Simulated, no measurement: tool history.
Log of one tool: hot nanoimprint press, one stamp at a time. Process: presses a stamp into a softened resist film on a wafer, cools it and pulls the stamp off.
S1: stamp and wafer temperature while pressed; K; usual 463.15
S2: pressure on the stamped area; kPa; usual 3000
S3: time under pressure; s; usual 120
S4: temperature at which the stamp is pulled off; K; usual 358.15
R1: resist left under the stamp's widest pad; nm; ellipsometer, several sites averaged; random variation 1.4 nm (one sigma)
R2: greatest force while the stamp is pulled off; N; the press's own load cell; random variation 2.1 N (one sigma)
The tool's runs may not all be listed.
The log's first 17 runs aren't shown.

run	hour	S1	S2	S3	S4	R1	R2
18	222.7	463.15	3000	118	358.15	297.3	94
19	231.0	463.15	3000	118	358.15	295.7	90
20	242.9	468.15	3560	159	362.15	208.9	85
21	250.6	463.15	3000	120	344.15	295.9	112
22	262.9	458.15	3000	120	364.15	335.4	88
23	271.7	452.15	1950	88	352.15	434.3	100
24	282.6	468.15	3470	179	360.15	202.0	86
25	290.6	468.15	3470	179	366.15	201.3	83
26	303.2	468.15	3840	179	356.15	191.2	95
27	317.3	463.15	3000	235	358.15	231.5	90
28	331.3	460.15	2410	120	358.15	340.1	92
29	347.7	457.15	3000	120	354.15	341.0	98
30	358.9	463.15	2470	120	358.15	307.0	87

Forecast each of these 3 alternatives for the next run:
A	374.9	475.15	3000	120	358.15	?	?
B	374.9	455.15	3000	209	348.15	?	?
C	374.9	459.15	3000	235	347.15	?	?

run	R1	R2
A	194.9	87
B	310.9	103
C	261.6	105
Without the tool's hidden state the same runs would have given:
run	R1	R2
A	201.3	87
B	321.2	103
C	270.3	104
